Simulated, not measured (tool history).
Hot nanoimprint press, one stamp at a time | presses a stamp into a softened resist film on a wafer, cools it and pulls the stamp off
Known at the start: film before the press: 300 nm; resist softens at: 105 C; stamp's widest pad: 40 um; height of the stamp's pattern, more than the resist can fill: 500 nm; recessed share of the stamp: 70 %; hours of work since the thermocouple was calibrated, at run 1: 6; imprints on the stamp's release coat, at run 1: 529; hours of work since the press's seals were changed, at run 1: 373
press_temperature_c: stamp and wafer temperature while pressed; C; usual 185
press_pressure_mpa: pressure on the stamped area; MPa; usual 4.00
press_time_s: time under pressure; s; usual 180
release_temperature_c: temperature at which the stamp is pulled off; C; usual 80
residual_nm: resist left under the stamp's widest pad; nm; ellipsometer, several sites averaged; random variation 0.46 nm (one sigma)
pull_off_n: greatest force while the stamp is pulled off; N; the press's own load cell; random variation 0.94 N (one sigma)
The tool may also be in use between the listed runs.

run     day  press_temperature_c  press_pressure_mpa  press_time_s  release_temperature_c  hours of work since the thermocouple was calibrated  imprints on the stamp's release coat  hours of work since the press's seals were changed  residual_nm  pull_off_n
  1   0.000                  185                4.00           180                     80                                                    6                                   529                                                 373        147.3       194.3
  2   0.421                  185                4.00           180                     80                                                   11                                   551                                                 379        147.7       196.0
  3   0.958                  185                4.00           180                     80                                                   18                                   578                                                 385        147.1       195.7
  4   1.358                  185                4.00           180                     80                                                   23                                   599                                                 390        148.1       195.9
  5   1.788                  185                4.00           180                     80                                                   28                                   620                                                 396        148.2       197.5
  6   2.388                  185                4.00           180                     80                                                   36                                   651                                                 403        148.2       199.8
  7   2.892                  185                4.00           180                     80                                                   42                                   677                                                 410        147.6       200.2
  8   3.579                  185                4.00           146                     80                                                   51                                   712                                                 418        159.0       199.9
      4.525  -- stamp cleaned and given a new release coat
  9   4.617                  185                4.00           205                     80                                                   61                                     5                                                 428        142.1       186.2
 10   5.371                  176                4.00           180                     80                                                   70                                    43                                                 438        190.8       187.8
 11   5.975                  176                4.00           180                     80                                                   78                                    74                                                 445        190.0       188.0
 12   6.654                  176                4.00           180                     80                                                   86                                   109                                                 454        191.1       189.3
 13   7.308                  176                4.00           180                     80                                                   94                                   142                                                 462        190.3       189.7
 14   7.833                  176                4.00           180                     80                                                  101                                   169                                                 468        191.8       191.3
 15   8.558                  176                4.00           180                     80                                                  110                                   206                                                 477        191.2       190.0
 16   8.921                  179                6.04           180                     70                                                  114                                   224                                                 482        146.5       235.1
 17   9.333                  175                4.00           184                     80                                                  120                                   245                                                 487        195.3       192.9
 18  10.025                  175                4.00           184                     80                                                  128                                   280                                                 496        195.5       192.7
 19  10.367                  190                4.70           224                     80                                                  133                                   298                                                 500        109.5       192.6
 20  10.767                  195                2.67           224                     72                                                  138                                   318                                                 505        129.4       228.3
 21  11.433                  188                4.00           180                     80                                                  146                                   352                                                 513        138.5       192.8
 22  12.204                  188                4.00           180                     80                                                  156                                   391                                                 523        137.6       194.1
 23  12.592                  188                3.16           122                     71                                                  160                                   411                                                 528        174.7       239.0
 24  12.958                  194                3.75           228                     75                                                  165                                   430                                                 533        111.1       219.2
 25  13.692                  182                3.43           180                     78                                                  174                                   467                                                 542        174.9       206.1
 26  14.221                  182                3.43           180                     78                                                  181                                   494                                                 548        176.1       207.5
 27  14.796                  182                3.43           180                     78                                                  188                                   523                                                 556        175.5       209.3
 28  15.229                  185                4.90            97                     77                                                  194                                   545                                                 561        168.1       214.0
 29  15.950                  185                4.90            97                     77                                                  203                                   582                                                 570        169.1       215.9
 30  16.283                  188                5.82           180                     80                                                  207                                   599                                                 574        115.0       201.0

Forecast each of these 4 alternatives for the next run:
  A  16.883                  185                3.44           180                     73                                                  214                                   630                                                 582            ?           ?
  B  16.883                  177                5.82           180                     82                                                  214                                   630                                                 582            ?           ?
  C  16.883                  185                4.00           180                     67                                                  214                                   630                                                 582            ?           ?
  D  16.883                  188                2.44            93                     80                                                  214                                   630                                                 582            ?           ?

run  residual_nm  pull_off_n
  A        162.0       235.9
  B        161.1       192.7
  C        152.6       262.1
  D        209.1       200.3
Without the tool's hidden state the same runs would have given:
run  residual_nm  pull_off_n
  A        157.1       217.8
  B        155.1       177.1
  C        147.6       242.4
  D        204.8       184.3
